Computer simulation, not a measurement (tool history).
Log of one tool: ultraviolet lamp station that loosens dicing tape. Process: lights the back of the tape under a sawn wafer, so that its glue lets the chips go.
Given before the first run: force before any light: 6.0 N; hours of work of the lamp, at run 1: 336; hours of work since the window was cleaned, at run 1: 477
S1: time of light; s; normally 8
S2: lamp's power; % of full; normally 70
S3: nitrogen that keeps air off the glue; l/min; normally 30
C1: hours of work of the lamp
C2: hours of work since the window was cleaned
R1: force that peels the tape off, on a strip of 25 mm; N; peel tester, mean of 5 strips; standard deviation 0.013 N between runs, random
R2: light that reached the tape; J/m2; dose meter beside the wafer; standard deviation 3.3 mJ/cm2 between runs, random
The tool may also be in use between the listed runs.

{"run": 1, "day": 0.0, "S1": 8, "S2": 70, "S3": 30, "C1": 336, "C2": 477, "R1": 0.863, "R2": 4370}
{"run": 2, "day": 0.633, "S1": 8, "S2": 70, "S3": 30, "C1": 345, "C2": 486, "R1": 0.858, "R2": 4280}
{"run": 3, "day": 1.058, "S1": 8, "S2": 70, "S3": 30, "C1": 352, "C2": 493, "R1": 0.856, "R2": 4220}
{"run": 4, "day": 1.592, "S1": 8, "S2": 70, "S3": 30, "C1": 359, "C2": 500, "R1": 0.87, "R2": 4210}
{"run": 5, "day": 2.104, "S1": 8, "S2": 70, "S3": 30, "C1": 367, "C2": 508, "R1": 0.857, "R2": 4220}
{"run": 6, "day": 2.583, "S1": 8, "S2": 70, "S3": 30, "C1": 374, "C2": 515, "R1": 0.864, "R2": 4260}
{"run": 7, "day": 2.992, "S1": 8, "S2": 96, "S3": 30, "C1": 380, "C2": 521, "R1": 0.489, "R2": 5800}
{"run": 8, "day": 3.579, "S1": 8, "S2": 70, "S3": 30, "C1": 388, "C2": 529, "R1": 0.876, "R2": 4240}
{"run": 9, "day": 4.079, "S1": 8, "S2": 90, "S3": 17, "C1": 396, "C2": 537, "R1": 0.838, "R2": 5400}

Forecast run 10:
{"run": 10, "day": 4.562, "S1": 8, "S2": 90, "S3": 17, "C1": 403, "C2": 544, "R1": "?", "R2": "?"}

R1: 0.862 N
R2: 5400 J/m2
Minus the tool's unlogged condition, the same run would have read R1 0.575 N, R2 6660 J/m2.

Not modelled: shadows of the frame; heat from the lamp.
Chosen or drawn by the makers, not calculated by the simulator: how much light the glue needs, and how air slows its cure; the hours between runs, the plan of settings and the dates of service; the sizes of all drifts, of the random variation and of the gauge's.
